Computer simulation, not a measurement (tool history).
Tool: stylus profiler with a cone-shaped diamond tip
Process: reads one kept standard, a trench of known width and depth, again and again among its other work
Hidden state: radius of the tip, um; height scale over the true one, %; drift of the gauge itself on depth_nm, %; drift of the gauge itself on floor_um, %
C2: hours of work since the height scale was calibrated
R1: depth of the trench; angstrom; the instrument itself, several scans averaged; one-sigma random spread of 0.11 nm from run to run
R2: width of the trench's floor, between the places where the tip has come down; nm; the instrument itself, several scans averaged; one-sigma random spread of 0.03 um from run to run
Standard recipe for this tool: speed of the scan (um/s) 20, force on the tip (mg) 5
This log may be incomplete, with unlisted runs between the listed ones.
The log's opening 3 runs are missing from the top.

Run 4, hour 115.1: usual settings but speed of the scan (um/s) 6; scans with this tip 19455; C2 1349. Result: R1 2026.2 angstrom, R2 96210 nm.
At hour 123.2: height scale calibrated on a step standard.
Run 5, hour 144: usual settings but speed of the scan (um/s) 6; scans with this tip 19778; C2 16. Result: R1 2035.8 angstrom, R2 96240 nm.
Run 6, hour 164: usual settings but speed of the scan (um/s) 6; scans with this tip 20007; C2 32. Result: R1 2032.2 angstrom, R2 96290 nm.
Run 7, hour 199.8: usual settings but speed of the scan (um/s) 6; scans with this tip 20414; C2 61. Result: R1 2033.2 angstrom, R2 96200 nm.
Run 8, hour 229.2: usual settings but speed of the scan (um/s) 6; scans with this tip 20750; C2 84. Result: R1 2034.2 angstrom, R2 96170 nm.
Run 9, hour 274: usual settings but speed of the scan (um/s) 6; scans with this tip 21260; C2 119. Result: R1 2032.7 angstrom, R2 96060 nm.
Run 10, hour 316.9: usual settings but speed of the scan (um/s) 6; scans with this tip 21748; C2 153. Result: R1 2032.4 angstrom, R2 96160 nm.
Run 11, hour 365: usual settings but speed of the scan (um/s) 6; scans with this tip 22297; C2 191. Result: R1 2032.8 angstrom, R2 96050 nm.
Run 12, hour 390.7: usual settings but speed of the scan (um/s) 6; scans with this tip 22590; C2 211. Result: R1 2033.8 angstrom, R2 96040 nm.
Run 13, hour 425.2: usual settings but speed of the scan (um/s) 10; scans with this tip 22983; C2 239. Result: R1 2033.2 angstrom, R2 96050 nm.
Run 14, hour 448.2: usual settings but speed of the scan (um/s) 10; scans with this tip 23246; C2 257. Result: R1 2030.6 angstrom, R2 96020 nm.
Run 15, hour 469.2: usual settings but force on the tip (mg) 9.59; scans with this tip 23484; C2 273. Result: R1 2050.6 angstrom, R2 95980 nm.
Run 16, hour 513.1: usual settings but force on the tip (mg) 9.59; scans with this tip 23985; C2 308. Result: R1 2048.8 angstrom, R2 96020 nm.
Run 17, hour 548.7: usual settings but speed of the scan (um/s) 16, force on the tip (mg) 9.59; scans with this tip 24391; C2 336. Result: R1 2049.4 angstrom, R2 95980 nm.
Run 18, hour 585.4: usual settings but speed of the scan (um/s) 48, force on the tip (mg) 5.49; scans with this tip 24810; C2 365. Result: R1 2032.8 angstrom, R2 95850 nm.
Run 19, hour 609.5: usual settings but speed of the scan (um/s) 48, force on the tip (mg) 5.49; scans with this tip 25083; C2 384. Result: R1 2033.2 angstrom, R2 95750 nm.
Run 20, hour 658.4: usual settings but speed of the scan (um/s) 48, force on the tip (mg) 5.49; scans with this tip 25641; C2 423. Result: R1 2036 angstrom, R2 95760 nm.

Run 21 comes next. What will it give?
Run 21, hour 689.3: usual settings but speed of the scan (um/s) 39, force on the tip (mg) 2.09; scans with this tip 25993; C2 447. Result: R1 ?, R2 ?.

{"run 21": {"R1": 2017.7, "R2": 95670}}
With no hidden state in the tool, this same run would have given R1 2020.1 angstrom, R2 96920 nm.
